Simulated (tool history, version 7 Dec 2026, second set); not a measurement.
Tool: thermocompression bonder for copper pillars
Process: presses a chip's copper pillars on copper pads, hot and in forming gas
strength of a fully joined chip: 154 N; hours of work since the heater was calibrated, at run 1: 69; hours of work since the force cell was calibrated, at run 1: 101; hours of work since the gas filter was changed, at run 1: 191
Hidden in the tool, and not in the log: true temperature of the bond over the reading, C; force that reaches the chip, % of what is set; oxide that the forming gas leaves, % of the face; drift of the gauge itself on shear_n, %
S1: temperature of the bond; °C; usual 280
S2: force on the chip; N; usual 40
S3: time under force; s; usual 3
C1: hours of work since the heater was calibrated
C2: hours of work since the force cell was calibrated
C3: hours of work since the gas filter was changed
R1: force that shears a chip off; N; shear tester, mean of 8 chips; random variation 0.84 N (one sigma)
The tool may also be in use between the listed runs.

| run | hour | S1 | S2 | S3 | C1 | C2 | C3 | R1 |
|---|---|---|---|---|---|---|---|---|
| 1 | 0 | 280 | 40 | 3 | 69 | 101 | 191 | 99.2 |
| 2 | 26.9 | 280 | 40 | 3 | 87 | 119 | 209 | 99.7 |
| 3 | 41.5 | 280 | 40 | 3 | 97 | 129 | 219 | 99.3 |
| 4 | 55.3 | 280 | 40 | 3 | 106 | 138 | 228 | 100.8 |
| 5 | 79.6 | 280 | 40 | 3 | 123 | 154 | 245 | 100.6 |
| 6 | 100.6 | 280 | 40 | 3 | 137 | 169 | 259 | 100.1 |
| 7 | 114.8 | 280 | 40 | 3 | 146 | 178 | 269 | 99.4 |
| 8 | 131.1 | 280 | 40 | 3 | 157 | 189 | 280 | 99.8 |
| 9 | 147.8 | 288 | 40 | 3 | 169 | 201 | 291 | 107.7 |
| 10 | 177.7 | 288 | 40 | 3 | 189 | 221 | 311 | 107.1 |
| 11 | 200.9 | 288 | 40 | 3 | 205 | 236 | 327 | 107.2 |
| 12 | 231.9 | 288 | 40 | 3 | 226 | 257 | 348 | 106.8 |
| 13 | 248.3 | 284 | 40 | 3 | 237 | 268 | 359 | 103.9 |
| 14 | 274.3 | 300 | 44 | 7 | 254 | 286 | 376 | 135 |
| 15 | 292.4 | 282 | 40 | 4 | 266 | 298 | 389 | 108.8 |
| 16 | 322 | 293 | 36 | 6 | 286 | 318 | 409 | 121.7 |
| 17 | 351.1 | 298 | 40 | 3 | 306 | 338 | 428 | 115.4 |
| 18 | 380 | 274 | 52 | 3 | 326 | 358 | 448 | 110.8 |
|  | 387 | forming gas filter changed |
| 19 | 404.8 | 280 | 40 | 8 | 342 | 374 | 12 | 131.4 |
| 20 | 426.7 | 304 | 27 | 3 | 357 | 389 | 27 | 100.9 |
| 21 | 449 | 301 | 52 | 4 | 372 | 404 | 42 | 144.4 |
| 22 | 482.1 | 251 | 29 | 4 | 394 | 426 | 64 | 60.8 |
| 23 | 495.8 | 307 | 51 | 6 | 404 | 435 | 74 | 146.3 |
| 24 | 521.1 | 307 | 51 | 6 | 421 | 453 | 91 | 145.1 |
| 25 | 549.6 | 280 | 31 | 3 | 440 | 472 | 110 | 87 |
| 26 | 575.9 | 298 | 55 | 2 | 458 | 490 | 128 | 133.7 |

Forecast each of these 3 alternatives for the next run:
| A | 601.3 | 258 | 55 | 2 | 475 | 507 | 145 | ? |
| B | 601.3 | 286 | 28 | 3 | 475 | 507 | 145 | ? |
| C | 601.3 | 296 | 40 | 3 | 475 | 507 | 145 | ? |

| run | R1 |
|---|---|
| A | 98 |
| B | 86.2 |
| C | 124.1 |
Without the tool's hidden state the same runs would have given:
| run | R1 |
|---|---|
| A | 91.8 |
| B | 80.7 |
| C | 120.4 |
